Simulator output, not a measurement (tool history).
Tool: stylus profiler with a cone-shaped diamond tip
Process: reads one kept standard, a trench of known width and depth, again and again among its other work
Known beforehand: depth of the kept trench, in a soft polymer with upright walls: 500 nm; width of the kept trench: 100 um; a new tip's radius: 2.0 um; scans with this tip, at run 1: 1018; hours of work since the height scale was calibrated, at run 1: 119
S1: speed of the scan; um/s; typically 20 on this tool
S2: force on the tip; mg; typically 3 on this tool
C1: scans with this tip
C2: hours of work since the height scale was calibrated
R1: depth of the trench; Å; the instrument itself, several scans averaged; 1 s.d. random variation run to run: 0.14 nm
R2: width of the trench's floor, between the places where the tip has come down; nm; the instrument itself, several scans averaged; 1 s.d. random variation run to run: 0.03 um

run	day	S1	S2	C1	C2	R1	R2
1	0	20	3	1018	119	5069.3	97180
2	0.708	20	3	1099	129	5067.7	97140
3	1.808	20	7.07	1225	144	5122.2	97150
4	2.712	20	7.07	1328	156	5124.5	97130
5	3.408	20	1.8	1408	165	5050.2	97040
6	4.183	20	3	1497	175	5070.2	97070
7	5.383	59	3	1634	191	5068.8	96880
8	6.488	59	3.45	1760	206	5077	96890
9	7.108	59	3.45	1831	215	5079	96920
10	7.712	59	3.45	1900	223	5079.4	96890
11	8.283	59	3.45	1966	230	5074.2	96850
12	9.075	59	3.45	2056	241	5076.2	96830
13	9.904	73	3	2151	252	5070.9	96760
14	10.738	73	3	2247	263	5070.1	96790
15	11.704	59	2.88	2357	276	5068.2	96800
16	12.942	59	6.73	2499	293	5121.6	96920
17	13.633	47	2.88	2578	302	5070.2	96820
18	14.738	6	7.81	2704	317	5131.6	97020
19	15.346	6	7.81	2774	325	5130.7	96930
# day 15.446: height scale calibrated on a step standard
20	16.058	32	1.85	2853	8	5053.1	96820
21	16.792	17	7.42	2937	18	5127.2	96930
22	17.583	31	3.26	3027	29	5076.2	96890
# day 17.888: height scale calibrated on a step standard, once more
23	18.567	7	7.64	3138	9	5132.5	96980
24	19.225	61	5.97	3213	18	5114	96730
25	20.346	61	5.97	3341	33	5109.9	96790
26	20.925	17	1.32	3408	41	5044	96810
27	21.988	57	5.45	3529	55	5108.9	96750

How would selected steps in R1 from run to run divide? Give the signed amount a tool lacking its hidden state would still show from settings, what came in and random variation, and the signed amount left for the hidden state, including any gauge scatter that is not in both of the compared results.
What the log doesn't record here: radius of the tip, um; height scale over the true one, %; drift of the gauge itself on depth_nm, %; drift of the gauge itself on floor_um, %.
Run 4 -> 5: S2 7.07 -> 1.8. R1 -74.3 Å: hidden state +0.1, all else -74.4.
Run 19 -> 20: S1 6 -> 32, S2 7.81 -> 1.85, height scale calibrated on a step standard. R1 -77.6 Å: hidden state +0.4, all else -78.
Run 22 -> 23: S1 31 -> 7, S2 3.26 -> 7.64, height scale calibrated on a step standard, once more. R1 +56.3 Å: hidden state -0.5, all else +56.8.
